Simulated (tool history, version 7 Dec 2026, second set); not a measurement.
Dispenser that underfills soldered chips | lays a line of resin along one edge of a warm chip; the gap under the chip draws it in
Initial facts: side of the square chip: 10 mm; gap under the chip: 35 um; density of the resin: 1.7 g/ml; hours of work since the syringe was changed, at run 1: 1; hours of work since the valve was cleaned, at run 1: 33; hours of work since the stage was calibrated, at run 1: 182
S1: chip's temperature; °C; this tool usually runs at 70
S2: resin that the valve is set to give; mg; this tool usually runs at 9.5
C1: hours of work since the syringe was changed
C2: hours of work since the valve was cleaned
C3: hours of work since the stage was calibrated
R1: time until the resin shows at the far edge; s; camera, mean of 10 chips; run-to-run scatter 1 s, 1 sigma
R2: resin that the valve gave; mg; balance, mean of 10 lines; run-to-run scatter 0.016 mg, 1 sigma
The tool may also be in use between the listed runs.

run   hour  S1     S2  C1  C2   C3     R1     R2
  1      0  70    9.5   1  33  182   96.5   9.33
  2    4.7  70    9.5   4  37  185  122.3    9.3
  3   10.3  70    9.5   8  41  189  165.8   9.27
      11.3  -- new syringe of resin
  4   16.6  70    9.5   4  46  194  120.4   9.28
  5     21  70    9.5   7  49  197  153.9   9.28
      23.5  -- new syringe of resin
  6   23.8  70  11.43   0  51  199   92.4  11.16
  7   26.4  70  11.43   2  53  201  106.2  11.14
      29.6  -- dispensing valve cleaned and set on the balance
  8   31.1  70    9.5   5   1  204  129.8   9.48
      36.6  -- new syringe of resin
  9   36.6  70    9.5   0   5  208   91.2   9.49
 10   42.5  70    9.5   4   9  212  123.3   9.49
 11     48  70    9.5   9  13  216  163.8   9.46
      48.7  -- new syringe of resin
 12   54.4  70    9.5   4  18  221    124   9.41
 13   60.2  70    9.5   9  22  225  164.7   9.42
      61.1  -- new syringe of resin
 14   65.7  70    9.5   3  26  229    117   9.35
 15   68.2  70    9.5   5  28  231  130.1   9.38
      73.3  -- new syringe of resin
 16   74.4  70    9.5   1  32  235   96.6   9.33
 17     79  61    9.5   4  36  238  182.7   9.34
 18   82.6  84   8.75   7  39  241   83.1   8.62
      85.5  -- new syringe of resin
 19   88.1  67   9.36   2  42  245  121.1   9.16
 20   92.2  78   8.32   5  46  248   95.3   8.13
 21   95.5  78   8.32   7  48  250  111.9   8.15
      97.8  -- new syringe of resin
 22  100.9  70  10.82   2  52  254  105.5  10.59
       105  -- dispensing valve cleaned and set on the balance
 23  105.2  72  11.47   5   0  257  114.2  11.46
 24  110.2  70   9.76   8   4  260  161.6   9.72
     110.8  -- new syringe of resin
 25  115.9  72  10.25   4   8  265  105.4  10.23
 26  122.1  71   8.96   8  13  269  152.5   8.93
     122.9  -- new syringe of resin
 27  127.5  70  12.05   3  16  273  110.6  11.96
 28  130.6  70    8.6   6  19  275  136.3   8.52
 29  133.8  58    8.6   8  21  278  275.7   8.54
       135  -- new syringe of resin
 30    139  58   8.32   3  25  281  190.1   8.24
 31  143.1  64  10.07   6  28  284  174.7   9.93
     147.3  -- new syringe of resin
 32  148.5  64  10.07   1  32  288  125.4   9.94
 33  153.9  55  12.22   5  36  292  246.6  12.04
 34  157.2  65  11.85   7  38  295  183.8  11.68

Each row is a separate what-if for the run after 34, all from the same tool condition, not one after another. Results?
     159.6  -- new syringe of resin
  A  161.5  59   9.5   1  41  298   ?   ?
     159.6  -- new syringe of resin
  B  161.5  70  9.19   1  41  298   ?   ?
     159.6  -- new syringe of resin
  C  161.5  75  9.09   1  41  298   ?   ?
     159.6  -- new syringe of resin
  D  161.5  68  11.8   1  41  298   ?   ?
     159.6  -- new syringe of resin
  E  161.5  65  8.56   1  41  298   ?   ?

run     R1     R2
  A  162.1   9.31
  B  102.1   9.01
  C   82.1   8.94
  D  106.7  11.61
  E  125.1   8.42
Stripped of hidden state, with their random variation kept, the same runs would have yielded:
run     R1     R2
  A  157.4   9.48
  B   98.7   9.17
  C   79.1    9.1
  D  103.3  11.81
  E    121   8.57
